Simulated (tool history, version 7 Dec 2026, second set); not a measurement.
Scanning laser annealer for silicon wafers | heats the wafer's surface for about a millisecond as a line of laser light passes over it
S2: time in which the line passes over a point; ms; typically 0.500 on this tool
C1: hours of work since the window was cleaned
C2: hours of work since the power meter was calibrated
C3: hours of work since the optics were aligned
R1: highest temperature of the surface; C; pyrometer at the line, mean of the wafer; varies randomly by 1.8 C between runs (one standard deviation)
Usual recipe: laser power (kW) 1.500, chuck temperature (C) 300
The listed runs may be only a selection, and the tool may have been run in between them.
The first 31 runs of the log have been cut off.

{"run": 32, "day": 20.304, "laser power (kW)": 1.309, "S2": 0.5, "chuck temperature (C)": 300, "C1": 175, "C2": 607, "C3": 1710, "R1": 921}
{"run": 33, "day": 20.908, "laser power (kW)": 1.309, "S2": 0.5, "chuck temperature (C)": 300, "C1": 183, "C2": 615, "C3": 1718, "R1": 920}
{"run": 34, "day": 21.683, "laser power (kW)": 1.5, "S2": 0.395, "chuck temperature (C)": 311, "C1": 193, "C2": 625, "C3": 1728, "R1": 958}
{"run": 35, "day": 22.167, "laser power (kW)": 1.378, "S2": 0.452, "chuck temperature (C)": 311, "C1": 200, "C2": 632, "C3": 1734, "R1": 936}
{"run": 36, "day": 22.846, "laser power (kW)": 1.323, "S2": 0.5, "chuck temperature (C)": 323, "C1": 209, "C2": 641, "C3": 1743, "R1": 950}
{"run": 37, "day": 23.517, "laser power (kW)": 1.301, "S2": 0.496, "chuck temperature (C)": 271, "C1": 218, "C2": 650, "C3": 1752, "R1": 884}
{"run": 38, "day": 24.354, "laser power (kW)": 1.54, "S2": 0.553, "chuck temperature (C)": 337, "C1": 229, "C2": 661, "C3": 1764, "R1": 1143}
{"run": 39, "day": 24.754, "laser power (kW)": 1.41, "S2": 0.414, "chuck temperature (C)": 269, "C1": 234, "C2": 666, "C3": 1769, "R1": 887}
{"run": 40, "day": 25.446, "laser power (kW)": 1.342, "S2": 0.601, "chuck temperature (C)": 314, "C1": 243, "C2": 675, "C3": 1778, "R1": 1023}
{"run": 41, "day": 26.171, "laser power (kW)": 1.342, "S2": 0.601, "chuck temperature (C)": 314, "C1": 253, "C2": 685, "C3": 1788, "R1": 1025}

Consider 3 possible next runs. They are alternatives, not a sequence: every one starts from the tool as it was left by run 41. What does each give?
{"run": "A", "day": 26.954, "laser power (kW)": 1.384, "S2": 0.365, "chuck temperature (C)": 282, "C1": 263, "C2": 695, "C3": 1798, "R1": "?"}
{"run": "B", "day": 26.954, "laser power (kW)": 1.572, "S2": 0.44, "chuck temperature (C)": 314, "C1": 263, "C2": 695, "C3": 1798, "R1": "?"}
{"run": "C", "day": 26.954, "laser power (kW)": 1.428, "S2": 0.591, "chuck temperature (C)": 336, "C1": 263, "C2": 695, "C3": 1798, "R1": "?"}

run=A R1=843
run=B R1=1047
run=C R1=1096
What these runs would have given with no unlogged condition in the tool:
run=A R1=843
run=B R1=1047
run=C R1=1096

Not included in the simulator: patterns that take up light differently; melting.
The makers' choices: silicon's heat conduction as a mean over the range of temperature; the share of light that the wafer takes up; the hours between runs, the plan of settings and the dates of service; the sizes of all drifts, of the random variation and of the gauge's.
